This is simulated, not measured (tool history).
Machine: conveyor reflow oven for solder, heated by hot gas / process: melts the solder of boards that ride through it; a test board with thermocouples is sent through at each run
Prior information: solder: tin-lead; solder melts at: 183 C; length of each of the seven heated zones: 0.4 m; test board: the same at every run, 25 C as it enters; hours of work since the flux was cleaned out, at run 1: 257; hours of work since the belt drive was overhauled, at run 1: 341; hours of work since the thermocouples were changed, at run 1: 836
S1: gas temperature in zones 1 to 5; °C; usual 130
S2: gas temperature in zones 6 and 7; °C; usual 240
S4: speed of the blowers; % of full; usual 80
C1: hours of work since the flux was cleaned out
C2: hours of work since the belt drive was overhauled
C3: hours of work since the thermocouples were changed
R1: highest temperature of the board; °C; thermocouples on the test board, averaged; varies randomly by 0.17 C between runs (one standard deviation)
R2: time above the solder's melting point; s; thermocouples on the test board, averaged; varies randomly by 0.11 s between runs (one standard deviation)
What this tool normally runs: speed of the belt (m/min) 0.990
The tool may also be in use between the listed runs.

{"run": 1, "hour": 0.0, "S1": 130, "S2": 240, "speed of the belt (m/min)": 0.99, "S4": 80, "C1": 257, "C2": 341, "C3": 836, "R1": 221.4, "R2": 36.5}
{"run": 2, "hour": 19.3, "S1": 130, "S2": 240, "speed of the belt (m/min)": 0.924, "S4": 80, "C1": 266, "C2": 351, "C3": 846, "R1": 224.1, "R2": 40.7}
{"run": 3, "hour": 27.5, "S1": 130, "S2": 240, "speed of the belt (m/min)": 0.924, "S4": 80, "C1": 270, "C2": 355, "C3": 850, "R1": 223.9, "R2": 40.2}
{"run": 4, "hour": 44.2, "S1": 130, "S2": 240, "speed of the belt (m/min)": 0.924, "S4": 80, "C1": 278, "C2": 363, "C3": 858, "R1": 223.7, "R2": 40.4}
{"run": 5, "hour": 62.0, "S1": 130, "S2": 244, "speed of the belt (m/min)": 0.99, "S4": 80, "C1": 287, "C2": 372, "C3": 867, "R1": 224.5, "R2": 37.6}
{"run": 6, "hour": 77.0, "S1": 130, "S2": 240, "speed of the belt (m/min)": 0.99, "S4": 80, "C1": 295, "C2": 379, "C3": 874, "R1": 221.2, "R2": 36.2}
{"run": 7, "hour": 92.9, "S1": 130, "S2": 240, "speed of the belt (m/min)": 0.931, "S4": 80, "C1": 302, "C2": 387, "C3": 882, "R1": 223.7, "R2": 39.9}
{"run": 8, "hour": 109.3, "S1": 130, "S2": 240, "speed of the belt (m/min)": 0.99, "S4": 80, "C1": 310, "C2": 395, "C3": 890, "R1": 221.0, "R2": 36.5}
{"run": 9, "hour": 121.9, "S1": 130, "S2": 240, "speed of the belt (m/min)": 0.99, "S4": 80, "C1": 317, "C2": 401, "C3": 896, "R1": 221.4, "R2": 36.0}
{"run": 10, "hour": 138.3, "S1": 130, "S2": 240, "speed of the belt (m/min)": 0.99, "S4": 80, "C1": 325, "C2": 409, "C3": 904, "R1": 221.1, "R2": 36.2}
{"run": 11, "hour": 155.0, "S1": 130, "S2": 240, "speed of the belt (m/min)": 0.99, "S4": 80, "C1": 333, "C2": 418, "C3": 912, "R1": 221.5, "R2": 36.4}
{"run": 12, "hour": 163.9, "S1": 134, "S2": 231, "speed of the belt (m/min)": 1.048, "S4": 79, "C1": 337, "C2": 422, "C3": 917, "R1": 211.9, "R2": 30.2}
{"run": 13, "hour": 182.1, "S1": 134, "S2": 231, "speed of the belt (m/min)": 1.048, "S4": 79, "C1": 346, "C2": 431, "C3": 926, "R1": 212.3, "R2": 30.3}
{"run": 14, "hour": 195.1, "S1": 130, "S2": 240, "speed of the belt (m/min)": 0.974, "S4": 74, "C1": 353, "C2": 437, "C3": 932, "R1": 219.9, "R2": 36.4}
{"run": 15, "hour": 212.8, "S1": 130, "S2": 233, "speed of the belt (m/min)": 0.99, "S4": 80, "C1": 361, "C2": 446, "C3": 941, "R1": 215.4, "R2": 33.3}
{"run": 16, "hour": 222.3, "S1": 130, "S2": 250, "speed of the belt (m/min)": 1.055, "S4": 80, "C1": 366, "C2": 451, "C3": 945, "R1": 226.6, "R2": 36.2}
{"run": 17, "hour": 233.7, "S1": 130, "S2": 240, "speed of the belt (m/min)": 0.825, "S4": 86, "C1": 372, "C2": 456, "C3": 951, "R1": 229.1, "R2": 48.2}
{"run": 18, "hour": 245.3, "S1": 130, "S2": 238, "speed of the belt (m/min)": 0.99, "S4": 80, "C1": 377, "C2": 462, "C3": 957, "R1": 219.2, "R2": 35.4}
{"run": 19, "hour": 254.2, "S1": 130, "S2": 238, "speed of the belt (m/min)": 0.99, "S4": 80, "C1": 382, "C2": 466, "C3": 961, "R1": 219.4, "R2": 35.5}
{"run": 20, "hour": 264.8, "S1": 130, "S2": 240, "speed of the belt (m/min)": 0.99, "S4": 62, "C1": 387, "C2": 472, "C3": 966, "R1": 215.9, "R2": 33.0}
{"run": 21, "hour": 274.9, "S1": 130, "S2": 240, "speed of the belt (m/min)": 0.99, "S4": 62, "C1": 392, "C2": 477, "C3": 971, "R1": 215.3, "R2": 33.0}
{"run": 22, "hour": 287.9, "S1": 135, "S2": 240, "speed of the belt (m/min)": 0.842, "S4": 90, "C1": 398, "C2": 483, "C3": 978, "R1": 229.3, "R2": 48.3}

Here are 4 independent what-if runs from the current tool condition. What would each one return?
{"hour": 294.5, "done": "flux residue cleaned out of gas plates and filters"}
{"run": "A", "hour": 301.3, "S1": 130, "S2": 237, "speed of the belt (m/min)": 0.805, "S4": 88, "C1": 3, "C2": 487, "C3": 982, "R1": "?", "R2": "?"}
{"hour": 294.5, "done": "flux residue cleaned out of gas plates and filters"}
{"run": "B", "hour": 301.3, "S1": 135, "S2": 241, "speed of the belt (m/min)": 0.842, "S4": 59, "C1": 3, "C2": 487, "C3": 982, "R1": "?", "R2": "?"}
{"hour": 294.5, "done": "flux residue cleaned out of gas plates and filters"}
{"run": "C", "hour": 301.3, "S1": 142, "S2": 240, "speed of the belt (m/min)": 0.842, "S4": 90, "C1": 3, "C2": 487, "C3": 982, "R1": "?", "R2": "?"}
{"hour": 294.5, "done": "flux residue cleaned out of gas plates and filters"}
{"run": "D", "hour": 301.3, "S1": 135, "S2": 240, "speed of the belt (m/min)": 0.853, "S4": 75, "C1": 3, "C2": 487, "C3": 982, "R1": "?", "R2": "?"}

run=A R1=228.9 R2=49.7
run=B R1=224.9 R2=46.1
run=C R1=232.4 R2=51.3
run=D R1=228.0 R2=47.1
With the hidden condition removed and each run's random variation left untouched, the same runs would have given:
run=A R1=226.0 R2=48.2
run=B R1=222.1 R2=44.4
run=C R1=229.5 R2=50.0
run=D R1=225.2 R2=45.6
